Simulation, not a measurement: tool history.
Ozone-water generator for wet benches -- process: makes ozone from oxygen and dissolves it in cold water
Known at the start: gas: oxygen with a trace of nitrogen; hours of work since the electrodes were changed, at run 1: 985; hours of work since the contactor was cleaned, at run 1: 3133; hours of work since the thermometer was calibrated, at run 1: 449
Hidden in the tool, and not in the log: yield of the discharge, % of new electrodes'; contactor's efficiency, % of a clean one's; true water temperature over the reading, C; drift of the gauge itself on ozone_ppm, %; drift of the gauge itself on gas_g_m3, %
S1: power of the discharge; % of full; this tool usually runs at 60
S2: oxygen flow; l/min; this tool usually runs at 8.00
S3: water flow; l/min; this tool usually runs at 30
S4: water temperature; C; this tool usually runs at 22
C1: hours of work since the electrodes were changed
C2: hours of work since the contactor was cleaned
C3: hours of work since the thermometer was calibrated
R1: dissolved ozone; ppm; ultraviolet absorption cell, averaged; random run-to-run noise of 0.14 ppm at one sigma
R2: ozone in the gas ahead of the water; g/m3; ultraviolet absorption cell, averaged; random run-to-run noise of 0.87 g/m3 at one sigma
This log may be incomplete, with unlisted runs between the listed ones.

{"run": 1, "hour": 0.0, "S1": 60, "S2": 8.0, "S3": 30, "S4": 22, "C1": 985, "C2": 3133, "C3": 449, "R1": 15.0, "R2": 137.1}
{"run": 2, "hour": 80.8, "S1": 60, "S2": 8.0, "S3": 30, "S4": 22, "C1": 1044, "C2": 3191, "C3": 507, "R1": 14.8, "R2": 137.3}
{"run": 3, "hour": 121.0, "S1": 60, "S2": 8.0, "S3": 30, "S4": 22, "C1": 1073, "C2": 3220, "C3": 536, "R1": 14.8, "R2": 137.1}
{"run": 4, "hour": 161.6, "S1": 60, "S2": 8.0, "S3": 30, "S4": 22, "C1": 1102, "C2": 3249, "C3": 566, "R1": 14.8, "R2": 135.9}
{"run": 5, "hour": 219.9, "S1": 60, "S2": 8.0, "S3": 30, "S4": 22, "C1": 1144, "C2": 3291, "C3": 608, "R1": 14.8, "R2": 136.6}
{"run": 6, "hour": 270.3, "S1": 90, "S2": 8.0, "S3": 30, "S4": 22, "C1": 1180, "C2": 3328, "C3": 644, "R1": 19.9, "R2": 184.6}
{"run": 7, "hour": 316.2, "S1": 60, "S2": 8.0, "S3": 30, "S4": 21, "C1": 1213, "C2": 3361, "C3": 677, "R1": 14.8, "R2": 137.2}
{"run": 8, "hour": 380.8, "S1": 60, "S2": 8.0, "S3": 30, "S4": 21, "C1": 1260, "C2": 3407, "C3": 724, "R1": 14.7, "R2": 137.1}
{"run": 9, "hour": 418.5, "S1": 60, "S2": 8.0, "S3": 30, "S4": 21, "C1": 1287, "C2": 3435, "C3": 751, "R1": 15.0, "R2": 134.8}
{"run": 10, "hour": 453.8, "S1": 60, "S2": 8.0, "S3": 30, "S4": 21, "C1": 1313, "C2": 3460, "C3": 777, "R1": 14.6, "R2": 137.8}
{"run": 11, "hour": 517.5, "S1": 60, "S2": 8.0, "S3": 30, "S4": 22, "C1": 1359, "C2": 3506, "C3": 823, "R1": 14.5, "R2": 136.4}
{"run": 12, "hour": 550.8, "S1": 60, "S2": 9.02, "S3": 30, "S4": 22, "C1": 1383, "C2": 3530, "C3": 847, "R1": 14.4, "R2": 126.5}
{"run": 13, "hour": 603.2, "S1": 91, "S2": 8.0, "S3": 30, "S4": 22, "C1": 1421, "C2": 3568, "C3": 884, "R1": 19.8, "R2": 183.9}
{"run": 14, "hour": 656.6, "S1": 91, "S2": 8.0, "S3": 30, "S4": 22, "C1": 1459, "C2": 3606, "C3": 923, "R1": 19.4, "R2": 183.2}
{"hour": 686.8, "done": "contactor cleaned"}
{"run": 15, "hour": 697.4, "S1": 60, "S2": 8.15, "S3": 30, "S4": 22, "C1": 1486, "C2": 8, "C3": 950, "R1": 15.3, "R2": 135.4}
{"run": 16, "hour": 758.2, "S1": 82, "S2": 8.15, "S3": 41, "S4": 17, "C1": 1529, "C2": 52, "C3": 993, "R1": 15.5, "R2": 168.3}
{"run": 17, "hour": 811.4, "S1": 71, "S2": 13.3, "S3": 23, "S4": 25, "C1": 1568, "C2": 90, "C3": 1032, "R1": 17.4, "R2": 112.1}
{"run": 18, "hour": 874.1, "S1": 71, "S2": 13.3, "S3": 23, "S4": 25, "C1": 1613, "C2": 135, "C3": 1077, "R1": 17.4, "R2": 114.1}
{"run": 19, "hour": 946.0, "S1": 71, "S2": 13.3, "S3": 23, "S4": 25, "C1": 1665, "C2": 187, "C3": 1129, "R1": 17.4, "R2": 112.7}
{"run": 20, "hour": 989.8, "S1": 60, "S2": 8.0, "S3": 30, "S4": 21, "C1": 1697, "C2": 219, "C3": 1161, "R1": 15.5, "R2": 135.2}
{"run": 21, "hour": 1056.7, "S1": 60, "S2": 8.0, "S3": 30, "S4": 18, "C1": 1745, "C2": 267, "C3": 1209, "R1": 16.2, "R2": 134.8}
{"run": 22, "hour": 1097.2, "S1": 60, "S2": 12.34, "S3": 30, "S4": 17, "C1": 1774, "C2": 296, "C3": 1238, "R1": 15.4, "R2": 104.2}
{"run": 23, "hour": 1147.1, "S1": 60, "S2": 12.34, "S3": 30, "S4": 17, "C1": 1810, "C2": 332, "C3": 1274, "R1": 15.5, "R2": 102.4}
{"run": 24, "hour": 1187.1, "S1": 92, "S2": 5.9, "S3": 30, "S4": 23, "C1": 1839, "C2": 361, "C3": 1303, "R1": 20.3, "R2": 216.4}
{"run": 25, "hour": 1269.4, "S1": 92, "S2": 5.9, "S3": 30, "S4": 23, "C1": 1898, "C2": 420, "C3": 1362, "R1": 20.3, "R2": 218.8}
{"run": 26, "hour": 1304.0, "S1": 92, "S2": 4.23, "S3": 19, "S4": 23, "C1": 1923, "C2": 445, "C3": 1387, "R1": 29.8, "R2": 266.8}
{"run": 27, "hour": 1379.2, "S1": 44, "S2": 6.4, "S3": 19, "S4": 23, "C1": 1978, "C2": 500, "C3": 1442, "R1": 16.5, "R2": 121.8}

Branching from run 27: 5 alternative next runs. What would each branch give?
{"run": "A", "hour": 1454.6, "S1": 78, "S2": 4.82, "S3": 30, "S4": 15, "C1": 2032, "C2": 554, "C3": 1496, "R1": "?", "R2": "?"}
{"run": "B", "hour": 1454.6, "S1": 60, "S2": 7.42, "S3": 26, "S4": 22, "C1": 2032, "C2": 554, "C3": 1496, "R1": "?", "R2": "?"}
{"run": "C", "hour": 1454.6, "S1": 89, "S2": 12.48, "S3": 24, "S4": 23, "C1": 2032, "C2": 554, "C3": 1496, "R1": "?", "R2": "?"}
{"run": "D", "hour": 1454.6, "S1": 87, "S2": 6.4, "S3": 22, "S4": 16, "C1": 2032, "C2": 554, "C3": 1496, "R1": "?", "R2": "?"}
{"run": "E", "hour": 1454.6, "S1": 44, "S2": 6.4, "S3": 19, "S4": 26, "C1": 2032, "C2": 554, "C3": 1496, "R1": "?", "R2": "?"}

run=A R1=19.8 R2=216.2
run=B R1=16.5 R2=139.1
run=C R1=20.5 R2=134.5
run=D R1=27.5 R2=198.4
run=E R1=15.7 R2=120.7
The same runs, with their run-to-run variation unchanged, on a tool lacking any hidden condition would have given:
run=A R1=21.7 R2=234.9
run=B R1=17.9 R2=148.8
run=C R1=22.8 R2=147.3
run=D R1=30.3 R2=216.9
run=E R1=16.7 R2=126.9
